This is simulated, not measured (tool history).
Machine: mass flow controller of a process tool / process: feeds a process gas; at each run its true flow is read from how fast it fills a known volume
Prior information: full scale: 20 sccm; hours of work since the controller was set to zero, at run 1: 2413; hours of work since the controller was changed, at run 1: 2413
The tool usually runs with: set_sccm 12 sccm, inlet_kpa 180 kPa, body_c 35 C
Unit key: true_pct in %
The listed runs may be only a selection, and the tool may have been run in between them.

run     day  set_sccm  inlet_kpa  body_c  hours of work since the controller was set to zero  hours of work since the controller was changed  true_pct
  1       0        12        180      35                                                2413                                            2413     97.64
  2   3.525        12        180      35                                                2475                                            2475     97.61
  3   6.071        12        180      35                                                2520                                            2520     97.42
  4  10.042        12        180      35                                                2590                                            2590     97.58
  5  12.996        12        180      35                                                2642                                            2642     97.53
  6  15.762        12        180      35                                                2691                                            2691     97.54
  7  19.979        12        180      35                                                2765                                            2765     97.48
  8  24.433        12        180      35                                                2844                                            2844     97.47
  9  26.383        12        180      35                                                2878                                            2878     97.39
 10  29.892        12        180      35                                                2940                                            2940     97.39
 11  31.971        12        180      35                                                2977                                            2977     97.31
 12  36.308        12        180      35                                                3053                                            3053      97.3
 13  38.417         9        180      35                                                3091                                            3091     96.95
 14  42.825         6        180      35                                                3168                                            3168     96.29
 15  44.888         3        180      35                                                3205                                            3205     94.56
 16   47.05         5        154      32                                                3243                                            3243     96.01
 17  50.142         8        171      35                                                3297                                            3297     96.56
 18  54.325        11        215      35                                                3371                                            3371     97.22
 19  57.429        11        215      35                                                3426                                            3426     97.24
 20  60.675        12        180      39                                                3483                                            3483     96.85
 21  64.921         7        147      25                                                3558                                            3558      96.8
 22  67.654         3        205      35                                                3606                                            3606     94.11
 23  72.129         3        221      36                                                3685                                            3685     94.12
 24  76.633         3        221      36                                                3764                                            3764     93.98
 25  80.371         3        221      36                                                3830                                            3830      93.8
 26  82.867         8        222      35                                                3874                                            3874     96.42

Subtracting, for every run, the result it would have given without the tool's unlogged condition from the measured result gives the following. The same run-to-run variation enters both numbers; the gauge's scatter may not:
The hidden state here: flow at rest that the sensor doesn't see, % of full scale; true flow over the shown one, %; drift of the gauge itself on true_pct, %.
run  true_pct
  1     -1.16
  2     -1.18
  3     -1.21
  4     -1.24
  5     -1.26
  6     -1.29
  7     -1.33
  8     -1.38
  9      -1.4
 10     -1.42
 11     -1.44
 12     -1.48
 13     -1.74
 14     -2.29
 15     -3.84
 16     -2.65
 17     -1.99
 18     -1.71
 19     -1.74
 20      -1.7
 21     -2.34
 22     -4.32
 23     -4.42
 24     -4.52
 25      -4.6
 26     -2.36

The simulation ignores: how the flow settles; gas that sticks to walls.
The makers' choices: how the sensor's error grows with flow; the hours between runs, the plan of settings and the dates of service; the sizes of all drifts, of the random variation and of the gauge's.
